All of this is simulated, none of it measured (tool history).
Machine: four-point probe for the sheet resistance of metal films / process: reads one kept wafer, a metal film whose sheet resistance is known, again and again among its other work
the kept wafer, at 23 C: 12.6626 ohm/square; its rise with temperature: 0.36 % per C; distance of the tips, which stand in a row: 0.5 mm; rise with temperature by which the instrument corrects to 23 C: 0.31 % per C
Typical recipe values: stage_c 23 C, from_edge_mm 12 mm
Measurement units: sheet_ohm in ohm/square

{"run": 1, "hour": 0.0, "stage_c": 23, "from_edge_mm": 12, "sheet_ohm": 12.746438}
{"run": 2, "hour": 33.9, "stage_c": 23, "from_edge_mm": 12, "sheet_ohm": 12.74803}
{"run": 3, "hour": 56.1, "stage_c": 25, "from_edge_mm": 12, "sheet_ohm": 12.749686}
{"run": 4, "hour": 72.5, "stage_c": 25, "from_edge_mm": 12, "sheet_ohm": 12.752886}
{"run": 5, "hour": 87.6, "stage_c": 23, "from_edge_mm": 43, "sheet_ohm": 12.732715}
{"run": 6, "hour": 117.6, "stage_c": 23, "from_edge_mm": 12, "sheet_ohm": 12.745468}
{"run": 7, "hour": 152.6, "stage_c": 23, "from_edge_mm": 12, "sheet_ohm": 12.736789}
{"run": 8, "hour": 183.0, "stage_c": 23, "from_edge_mm": 12, "sheet_ohm": 12.737573}
{"run": 9, "hour": 212.5, "stage_c": 23, "from_edge_mm": 12, "sheet_ohm": 12.74094}
{"run": 10, "hour": 233.8, "stage_c": 23, "from_edge_mm": 12, "sheet_ohm": 12.738506}
{"run": 11, "hour": 258.4, "stage_c": 23, "from_edge_mm": 12, "sheet_ohm": 12.73332}
{"run": 12, "hour": 274.7, "stage_c": 23, "from_edge_mm": 12, "sheet_ohm": 12.737809}
{"run": 13, "hour": 294.3, "stage_c": 23, "from_edge_mm": 12, "sheet_ohm": 12.736562}
{"run": 14, "hour": 319.8, "stage_c": 23, "from_edge_mm": 12, "sheet_ohm": 12.74012}
{"run": 15, "hour": 354.3, "stage_c": 23, "from_edge_mm": 12, "sheet_ohm": 12.731442}
{"run": 16, "hour": 378.2, "stage_c": 34, "from_edge_mm": 12, "sheet_ohm": 12.786108}
{"run": 17, "hour": 403.4, "stage_c": 34, "from_edge_mm": 12, "sheet_ohm": 12.789765}
{"hour": 405.9, "done": "stage's thermometer calibrated"}
{"run": 18, "hour": 423.7, "stage_c": 27, "from_edge_mm": 12, "sheet_ohm": 12.753378}
{"run": 19, "hour": 439.5, "stage_c": 32, "from_edge_mm": 4, "sheet_ohm": 12.875825}
{"run": 20, "hour": 460.9, "stage_c": 32, "from_edge_mm": 4, "sheet_ohm": 12.876751}
{"run": 21, "hour": 497.7, "stage_c": 27, "from_edge_mm": 12, "sheet_ohm": 12.75192}
{"run": 22, "hour": 514.7, "stage_c": 28, "from_edge_mm": 13, "sheet_ohm": 12.755352}
{"run": 23, "hour": 534.5, "stage_c": 28, "from_edge_mm": 13, "sheet_ohm": 12.754635}
{"run": 24, "hour": 565.8, "stage_c": 19, "from_edge_mm": 20, "sheet_ohm": 12.699051}
{"hour": 582.9, "done": "stage's thermometer calibrated, once more"}
{"run": 25, "hour": 593.6, "stage_c": 33, "from_edge_mm": 29, "sheet_ohm": 12.766601}
{"run": 26, "hour": 613.9, "stage_c": 23, "from_edge_mm": 13, "sheet_ohm": 12.713181}
{"run": 27, "hour": 630.1, "stage_c": 28, "from_edge_mm": 70, "sheet_ohm": 12.73079}
{"run": 28, "hour": 664.5, "stage_c": 28, "from_edge_mm": 7, "sheet_ohm": 12.769365}
{"run": 29, "hour": 700.6, "stage_c": 26, "from_edge_mm": 9, "sheet_ohm": 12.741125}
{"run": 30, "hour": 733.1, "stage_c": 19, "from_edge_mm": 3, "sheet_ohm": 12.869248}
{"run": 31, "hour": 754.7, "stage_c": 19, "from_edge_mm": 3, "sheet_ohm": 12.872112}
{"run": 32, "hour": 776.2, "stage_c": 30, "from_edge_mm": 5, "sheet_ohm": 12.808898}
{"run": 33, "hour": 797.6, "stage_c": 23, "from_edge_mm": 69, "sheet_ohm": 12.704125}

What does the tool deliver on the next run?
{"run": 34, "hour": 816.5, "stage_c": 31, "from_edge_mm": 35, "sheet_ohm": "?"}

Run 34 yielded sheet_ohm 12.748544 ohm/square.
Had the tool carried no hidden state, the very same run would have given sheet_ohm 12.708476 ohm/square.
